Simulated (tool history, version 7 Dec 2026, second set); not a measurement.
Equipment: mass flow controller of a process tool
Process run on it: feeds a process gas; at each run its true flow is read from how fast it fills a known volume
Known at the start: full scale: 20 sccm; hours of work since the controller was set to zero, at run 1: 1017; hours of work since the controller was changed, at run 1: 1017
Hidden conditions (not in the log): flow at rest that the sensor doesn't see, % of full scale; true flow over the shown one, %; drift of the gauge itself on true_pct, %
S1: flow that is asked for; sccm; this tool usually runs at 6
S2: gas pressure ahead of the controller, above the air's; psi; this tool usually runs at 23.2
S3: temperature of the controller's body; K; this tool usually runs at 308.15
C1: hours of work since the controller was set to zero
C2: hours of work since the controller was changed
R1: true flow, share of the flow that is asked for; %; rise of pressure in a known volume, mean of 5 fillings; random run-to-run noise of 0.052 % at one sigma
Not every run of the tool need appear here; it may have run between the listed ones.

run,hour,S1,S2,S3,C1,C2,R1
1,0.0,6,23.2,308.15,1017,1017,99.74
2,288.1,6,23.2,308.15,1112,1112,99.67
3,533.8,6,23.2,308.15,1193,1193,99.62
4,791.9,6,23.2,308.15,1278,1278,99.67
5,987.7,6,23.2,308.15,1343,1343,99.57
6,1265.4,6,23.2,308.15,1434,1434,99.54
7,1510.8,4,23.2,308.15,1515,1515,99.32
8,1647.6,6,23.2,308.15,1560,1560,99.47
9,1804.0,6,23.2,308.15,1612,1612,99.40
10,1937.4,6,23.2,308.15,1656,1656,99.49
11,2153.1,6,23.2,308.15,1727,1727,99.44
12,2324.5,6,23.2,307.15,1784,1784,99.27
13,2609.9,6,23.2,307.15,1878,1878,99.28
14,2742.3,6,23.2,307.15,1922,1922,99.35
15,2922.4,6,21.9,308.15,1981,1981,99.39
16,3110.2,5,23.2,308.15,2043,2043,99.27
17,3249.2,5,23.2,308.15,2089,2089,99.26
18,3431.1,6,23.2,304.15,2149,2149,98.97
19,3649.0,6,23.2,304.15,2221,2221,98.92
20,3869.2,16,29.0,293.15,2294,2294,98.89
21,4051.2,4,37.3,294.15,2354,2354,97.56
22,4173.2,14,36.4,304.15,2394,2394,99.19
23,4353.7,3,23.4,308.15,2453,2453,98.92
24,4491.0,8,23.2,304.15,2499,2499,99.16
25,4645.3,8,23.2,304.15,2550,2550,98.99
26,4901.4,3,23.2,304.15,2634,2634,98.55
27,5158.5,3,23.2,304.15,2719,2719,98.53
28,5347.1,2,39.2,310.15,2781,2781,98.18

Measured minus without-hidden-state, run by run (identical run-to-run variation in each term; gauge scatter may differ):
run,R1
1,+0.00
2,-0.03
3,-0.05
4,-0.09
5,-0.10
6,-0.14
7,-0.16
8,-0.18
9,-0.19
10,-0.21
11,-0.23
12,-0.25
13,-0.28
14,-0.29
15,-0.31
16,-0.34
17,-0.35
18,-0.36
19,-0.39
20,-0.42
21,-0.43
22,-0.46
23,-0.46
24,-0.49
25,-0.50
26,-0.52
27,-0.55
28,-0.56
